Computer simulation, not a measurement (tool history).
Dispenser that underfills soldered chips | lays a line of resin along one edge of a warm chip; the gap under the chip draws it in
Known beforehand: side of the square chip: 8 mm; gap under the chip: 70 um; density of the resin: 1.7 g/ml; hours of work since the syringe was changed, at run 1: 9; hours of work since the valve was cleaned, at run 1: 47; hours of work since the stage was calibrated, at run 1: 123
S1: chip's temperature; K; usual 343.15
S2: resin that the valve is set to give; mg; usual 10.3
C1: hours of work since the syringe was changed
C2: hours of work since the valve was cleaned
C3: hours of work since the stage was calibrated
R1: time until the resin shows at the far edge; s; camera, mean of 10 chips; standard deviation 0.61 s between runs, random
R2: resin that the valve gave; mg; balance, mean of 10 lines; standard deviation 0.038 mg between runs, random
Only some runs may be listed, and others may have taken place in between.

| run | hour | S1 | S2 | C1 | C2 | C3 | R1 | R2 |
|---|---|---|---|---|---|---|---|---|
| 1 | 0 | 343.15 | 10.3 | 9 | 47 | 123 | 81.5 | 9.93 |
|  | 2.3 | new syringe of resin |
| 2 | 3.3 | 343.15 | 10.3 | 1 | 49 | 125 | 53.3 | 9.95 |
| 3 | 8.4 | 343.15 | 10.3 | 4 | 52 | 128 | 64.2 | 9.81 |
| 4 | 12.9 | 350.15 | 10.3 | 7 | 55 | 131 | 51.6 | 9.79 |
| 5 | 15.6 | 350.15 | 10.3 | 9 | 57 | 133 | 56.1 | 9.85 |
|  | 18.3 | new syringe of resin |
| 6 | 20.5 | 350.15 | 10.3 | 1 | 60 | 136 | 40.2 | 9.79 |
| 7 | 24.4 | 350.15 | 10.3 | 4 | 62 | 138 | 44.6 | 9.74 |
| 8 | 27.3 | 346.15 | 10.3 | 6 | 64 | 140 | 60.2 | 9.79 |
| 9 | 32.6 | 346.15 | 10.3 | 9 | 68 | 143 | 70 | 9.68 |
|  | 34.4 | new syringe of resin |
| 10 | 36.9 | 346.15 | 10.3 | 2 | 70 | 146 | 49.5 | 9.72 |
| 11 | 40.1 | 346.15 | 10.3 | 4 | 72 | 148 | 55 | 9.63 |
| 12 | 43.8 | 346.15 | 10.3 | 6 | 75 | 151 | 61.6 | 9.68 |
| 13 | 48.6 | 343.15 | 10.3 | 9 | 78 | 154 | 83.8 | 9.59 |
|  | 50.6 | new syringe of resin |
| 14 | 53.5 | 354.15 | 10.3 | 2 | 81 | 157 | 33.6 | 9.61 |
| 15 | 56.2 | 354.15 | 10.3 | 4 | 82 | 158 | 35.4 | 9.57 |
| 16 | 58.7 | 343.15 | 11.8 | 5 | 84 | 160 | 66.8 | 11.03 |
| 17 | 61.4 | 343.15 | 11.8 | 7 | 86 | 162 | 72.5 | 10.94 |
|  | 64.8 | dispensing valve cleaned and set on the balance |
|  | 67.6 | new syringe of resin |
| 18 | 67.9 | 343.15 | 11.8 | 0 | 2 | 165 | 50.4 | 11.77 |
| 19 | 73.7 | 343.15 | 11.8 | 4 | 6 | 169 | 60.9 | 11.77 |
| 20 | 76.7 | 332.15 | 10 | 6 | 7 | 171 | 124.9 | 9.91 |
| 21 | 80.2 | 343.15 | 10.3 | 8 | 10 | 173 | 75.3 | 10.23 |
|  | 83.6 | new syringe of resin |
| 22 | 86.2 | 345.15 | 11.7 | 2 | 13 | 177 | 48.9 | 11.58 |
| 23 | 90.9 | 329.15 | 12.3 | 5 | 16 | 180 | 135.5 | 12.1 |
| 24 | 95.8 | 333.15 | 12.2 | 8 | 20 | 183 | 126.4 | 11.94 |
| 25 | 99.2 | 343.15 | 10 | 10 | 22 | 185 | 83.8 | 9.8 |
|  | 100 | new syringe of resin |
| 26 | 105.3 | 335.15 | 12.7 | 3 | 26 | 189 | 92.7 | 12.46 |
| 27 | 109.2 | 335.15 | 12.7 | 6 | 28 | 191 | 106.8 | 12.36 |
| 28 | 112.8 | 335.15 | 12.7 | 8 | 30 | 194 | 117.7 | 12.31 |
|  | 116 | new syringe of resin |
| 29 | 118.9 | 346.15 | 10.4 | 2 | 34 | 198 | 50.2 | 10.13 |
| 30 | 124.9 | 341.15 | 12.3 | 6 | 38 | 201 | 74.8 | 11.88 |
| 31 | 130.7 | 353.15 | 8.9 | 10 | 42 | 205 | 53.7 | 8.58 |
|  | 132.4 | new syringe of resin |
| 32 | 136.2 | 329.15 | 10.8 | 2 | 45 | 209 | 124.5 | 10.33 |
| 33 | 140.3 | 332.15 | 10.3 | 5 | 48 | 211 | 120.1 | 9.86 |
| 34 | 144.8 | 352.15 | 12 | 8 | 51 | 214 | 46.7 | 11.48 |
|  | 148.4 | new syringe of resin |
| 35 | 150.9 | 358.15 | 13.4 | 2 | 55 | 218 | 26.3 | 12.79 |

Hidden state or all else? Some run-to-run changes of R1, split into what the settings, what came in and random variation would give without the hidden state, and what is left for the hidden state (with any gauge scatter that isn't in both results):
The hidden state here: resin's viscosity, % of fresh resin's; dose that the valve gives, % of what is set; true chip temperature over the reading, C; drift of the gauge itself on fill_s, %; drift of the gauge itself on given_mg, %.
Run 1 -> 2: new syringe of resin. R1 -28.2 s: hidden state -26.9, all else -1.3.
Run 13 -> 14: S1 343.15 -> 354.15, new syringe of resin. R1 -50.2 s: hidden state -27.6, all else -22.6.
Run 22 -> 23: S1 345.15 -> 329.15, S2 11.7 -> 12.3. R1 +86.6 s: hidden state +21.9, all else +64.7.
Run 28 -> 29: S1 335.15 -> 346.15, S2 12.7 -> 10.4, new syringe of resin. R1 -67.5 s: hidden state -32.8, all else -34.7.
Run 31 -> 32: S1 353.15 -> 329.15, S2 8.9 -> 10.8, new syringe of resin. R1 +70.8 s: hidden state -10.1, all else +80.9.
Run 33 -> 34: S1 332.15 -> 352.15, S2 10.3 -> 12. R1 -73.4 s: hidden state -9.6, all else -63.8.

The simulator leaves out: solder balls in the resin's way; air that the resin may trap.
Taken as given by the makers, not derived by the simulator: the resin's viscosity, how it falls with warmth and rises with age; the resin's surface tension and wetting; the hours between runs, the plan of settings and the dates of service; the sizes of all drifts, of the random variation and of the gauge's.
